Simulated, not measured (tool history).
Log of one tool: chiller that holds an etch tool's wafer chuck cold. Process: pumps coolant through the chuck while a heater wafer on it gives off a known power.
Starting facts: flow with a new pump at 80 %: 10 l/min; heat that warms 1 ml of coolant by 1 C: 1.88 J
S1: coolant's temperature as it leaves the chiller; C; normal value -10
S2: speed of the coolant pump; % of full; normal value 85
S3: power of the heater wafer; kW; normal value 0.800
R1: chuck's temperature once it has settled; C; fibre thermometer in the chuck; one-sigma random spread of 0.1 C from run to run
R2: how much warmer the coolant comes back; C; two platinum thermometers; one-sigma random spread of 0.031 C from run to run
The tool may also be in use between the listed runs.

run 1 hour=0.0 | S1=-10 S2=85 S3=0.800 | R1=-3.5 R2=2.44
run 2 hour=41.6 | S1=-10 S2=85 S3=0.726 | R1=-4.0 R2=2.21
run 3 hour=119.2 | S1=-10 S2=85 S3=0.800 | R1=-3.2 R2=2.40
run 4 hour=193.1 | S1=-10 S2=85 S3=0.536 | R1=-5.7 R2=1.61
run 5 hour=240.1 | S1=-10 S2=85 S3=0.800 | R1=-3.4 R2=2.41
run 6 hour=275.8 | S1=-10 S2=85 S3=0.800 | R1=-3.5 R2=2.44
run 7 hour=315.7 | S1=-10 S2=85 S3=0.800 | R1=-3.4 R2=2.38
run 8 hour=365.4 | S1=-10 S2=85 S3=0.800 | R1=-3.5 R2=2.36
run 9 hour=443.7 | S1=-10 S2=62 S3=0.800 | R1=-1.3 R2=3.32
run 10 hour=511.5 | S1=-10 S2=85 S3=1.005 | R1=-1.5 R2=3.03
run 11 hour=564.8 | S1=-10 S2=85 S3=1.005 | R1=-1.5 R2=3.09
run 12 hour=602.7 | S1=-10 S2=85 S3=1.005 | R1=-1.7 R2=3.01
run 13 hour=675.6 | S1=-10 S2=85 S3=0.478 | R1=-6.2 R2=1.46
run 14 hour=734.4 | S1=-10 S2=85 S3=0.534 | R1=-5.6 R2=1.62
run 15 hour=791.2 | S1=-10 S2=85 S3=0.534 | R1=-5.4 R2=1.60
run 16 hour=858.7 | S1=-10 S2=85 S3=0.534 | R1=-5.5 R2=1.60
run 17 hour=938.0 | S1=-10 S2=85 S3=0.534 | R1=-5.6 R2=1.64
run 18 hour=972.4 | S1=-19 S2=85 S3=0.416 | R1=-15.7 R2=1.21
run 19 hour=1046.5 | S1=-17 S2=65 S3=0.416 | R1=-12.6 R2=1.63
run 20 hour=1107.6 | S1=-10 S2=91 S3=1.015 | R1=-2.2 R2=2.89
run 21 hour=1146.8 | S1=0 S2=95 S3=0.453 | R1=3.3 R2=1.24
run 22 hour=1187.8 | S1=-12 S2=95 S3=0.747 | R1=-6.3 R2=1.98
run 23 hour=1224.7 | S1=-12 S2=95 S3=0.747 | R1=-6.4 R2=2.01
run 24 hour=1265.1 | S1=-13 S2=81 S3=0.820 | R1=-5.9 R2=2.56
run 25 hour=1319.2 | S1=-13 S2=81 S3=0.820 | R1=-5.7 R2=2.64
run 26 hour=1382.3 | S1=-20 S2=96 S3=0.903 | R1=-13.4 R2=2.39
run 27 hour=1416.9 | S1=-4 S2=85 S3=0.800 | R1=2.7 R2=2.29
run 28 hour=1470.1 | S1=-10 S2=70 S3=0.502 | R1=-5.3 R2=1.87
run 29 hour=1525.7 | S1=-10 S2=70 S3=0.502 | R1=-5.1 R2=1.89
run 30 hour=1586.4 | S1=-10 S2=80 S3=0.800 | R1=-3.0 R2=2.54
run 31 hour=1635.4 | S1=-8 S2=65 S3=0.560 | R1=-2.0 R2=2.25
run 32 hour=1668.9 | S1=-8 S2=65 S3=0.560 | R1=-1.9 R2=2.21
run 33 hour=1722.0 | S1=-8 S2=65 S3=0.560 | R1=-2.2 R2=2.19

Predict each of these 3 candidate next runs independently; none follows another, all start after run 33:
run A hour=1758.5 | S1=-3 S2=65 S3=1.199 | R1=? R2=?
run B hour=1758.5 | S1=-5 S2=85 S3=0.800 | R1=? R2=?
run C hour=1758.5 | S1=0 S2=61 S3=0.980 | R1=? R2=?

run=A R1=9.7 R2=4.66
run=B R1=1.7 R2=2.38
run=C R1=11.1 R2=4.11
With the hidden condition removed and each run's random variation left untouched, the same runs would have given:
run=A R1=9.7 R2=4.66
run=B R1=1.7 R2=2.38
run=C R1=11.0 R2=4.10
